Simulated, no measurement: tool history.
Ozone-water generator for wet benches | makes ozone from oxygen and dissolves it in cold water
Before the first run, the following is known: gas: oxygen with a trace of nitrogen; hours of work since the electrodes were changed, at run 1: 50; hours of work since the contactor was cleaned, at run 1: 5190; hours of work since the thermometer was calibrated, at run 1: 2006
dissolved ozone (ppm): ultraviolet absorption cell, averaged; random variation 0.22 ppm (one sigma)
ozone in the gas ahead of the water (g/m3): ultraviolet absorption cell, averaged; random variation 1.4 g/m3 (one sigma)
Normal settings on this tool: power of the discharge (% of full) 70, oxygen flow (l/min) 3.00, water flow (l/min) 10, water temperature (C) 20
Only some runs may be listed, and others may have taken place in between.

run   hour  power of the discharge (% of full)  oxygen flow (l/min)  water flow (l/min)  water temperature (C)  hours of work since the electrodes were changed  hours of work since the contactor was cleaned  hours of work since the thermometer was calibrated  dissolved ozone (ppm)  ozone in the gas ahead of the water (g/m3)
  1    0.0                                  70                 3.00                  10                     20                                               50                                           5190                                                2006                   32.9                                       272.4
  2   25.4                                  70                 3.00                  10                     15                                               75                                           5215                                                2031                   35.3                                       270.0
  3   56.5                                  70                 3.00                  10                     15                                              105                                           5245                                                2061                   36.0                                       271.7
  4   80.1                                  70                 3.00                  10                     20                                              128                                           5268                                                2084                   32.9                                       268.6
  5  103.5                                  70                 3.00                  10                     20                                              150                                           5290                                                2106                   33.0                                       267.5
  6  144.2                                  70                 2.65                  10                     20                                              190                                           5330                                                2146                   33.8                                       292.7
     172.5  -- contactor cleaned
  7  172.9                                  70                 3.00                  10                     20                                              213                                              0                                                2170                   33.1                                       269.4
  8  203.9                                  70                 3.00                  10                     20                                              243                                             30                                                2200                   33.1                                       267.1
  9  243.1                                  70                 3.00                   8                     20                                              281                                             68                                                2238                   39.0                                       269.4
 10  278.0                                  70                 3.00                   8                     20                                              315                                            102                                                2271                   39.2                                       268.0
 11  300.4                                  70                 3.00                   8                     20                                              337                                            124                                                2293                   38.9                                       269.4
 12  336.7                                  70                 3.05                   8                     20                                              372                                            159                                                2328                   39.1                                       267.8
 13  367.3                                  64                 3.05                  11                     17                                              401                                            188                                                2358                   30.6                                       253.8
 14  387.5                                  64                 3.05                  11                     17                                              421                                            208                                                2377                   30.5                                       254.2
 15  405.7                                  64                 3.05                  11                     17                                              439                                            226                                                2395                   30.7                                       254.9
 16  437.0                                  70                 3.00                  10                     20                                              469                                            256                                                2425                   33.5                                       269.2
 17  465.3                                  99                 3.65                  11                     13                                              496                                            283                                                2452                   40.4                                       288.5
 18  495.3                                  99                 3.65                  11                     13                                              525                                            312                                                2481                   39.9                                       286.2
 19  517.2                                  70                 4.95                  10                     20                                              546                                            333                                                2503                   30.7                                       202.0
 20  538.4                                  70                 4.95                  10                     20                                              567                                            354                                                2523                   30.7                                       200.0
 21  561.7                                  70                 4.95                  10                     20                                              589                                            376                                                2546                   30.9                                       201.5
 22  589.8                                  70                 2.55                   7                     17                                              617                                            403                                                2573                   45.9                                       298.3
 23  608.6                                  52                 2.52                  10                     16                                              635                                            422                                                2591                   30.4                                       256.4

5 options for the next run, each taken on its own from the tool as it stands now. Forecast them:
  A  635.0                                  52                 5.13                  15                     26                                              660                                            447                                                2616                      ?                                           ?
  B  635.0                                  52                 2.52                  10                     26                                              660                                            447                                                2616                      ?                                           ?
  C  635.0                                  70                 3.00                  10                     20                                              660                                            447                                                2616                      ?                                           ?
  D  635.0                                  70                 3.00                  10                     20                                              660                                            447                                                2616                      ?                                           ?
  E  635.0                                  92                 3.00                  10                     20                                              660                                            447                                                2616                      ?                                           ?

run  dissolved ozone (ppm)  ozone in the gas ahead of the water (g/m3)
  A                   17.5                                       168.7
  B                   26.3                                       255.8
  C                   33.2                                       267.2
  D                   33.0                                       271.0
  E                   38.6                                       311.2
Without the tool's unlogged condition, the same runs would have read:
run  dissolved ozone (ppm)  ozone in the gas ahead of the water (g/m3)
  A                   17.5                                       168.7
  B                   26.3                                       255.8
  C                   33.2                                       267.2
  D                   33.0                                       271.0
  E                   38.6                                       311.2

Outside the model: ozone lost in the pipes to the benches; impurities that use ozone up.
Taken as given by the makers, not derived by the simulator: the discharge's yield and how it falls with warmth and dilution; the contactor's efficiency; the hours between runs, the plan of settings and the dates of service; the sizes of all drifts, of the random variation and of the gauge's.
